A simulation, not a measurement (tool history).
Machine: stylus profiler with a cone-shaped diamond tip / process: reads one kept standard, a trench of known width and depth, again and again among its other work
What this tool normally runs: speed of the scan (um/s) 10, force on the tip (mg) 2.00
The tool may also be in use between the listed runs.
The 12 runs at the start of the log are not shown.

run	hour	speed of the scan (um/s)	force on the tip (mg)	depth of the trench (Å)	width of the trench's floor (um)
13	456.0	33	5.04	2052.3	47.20
14	492.6	33	1.51	2022.5	47.10
15	532.0	33	1.51	2024.1	47.11
16	558.7	33	1.51	2022.1	47.08
17	590.8	33	1.51	2021.7	47.07
18	616.4	33	1.51	2023.1	47.16
19	672.3	10	4.36	2047.2	47.23
20	714.7	10	2.79	2036.9	47.19
21	738.8	22	2.00	2027.9	47.19
22	793.5	10	2.00	2027.5	47.14
23	833.4	10	2.00	2027.6	47.16
24	890.4	3	1.30	2021.6	47.20
25	947.5	40	1.80	2025.2	47.09
26	993.3	5	2.99	2036.9	47.18
27	1037.6	5	2.99	2035.8	47.15
28	1093.3	16	2.99	2038.6	47.16
29	1125.9	16	2.99	2038.5	47.22
30	1153.1	16	2.99	2037.4	47.11
31	1193.6	16	2.99	2037.3	47.16
32	1234.6	5	0.70	2015.1	47.15
33	1269.4	9	3.09	2037.6	47.21

Run 34 is up next; what results do you expect?
34	1326.9	7	1.44	?	?

depth of the trench (Å): 2019.2
width of the trench's floor (um): 47.20
With the hidden condition absent and the run-to-run variation left alone, this run would have shown depth of the trench (Å) 2019.3, width of the trench's floor (um) 47.21.
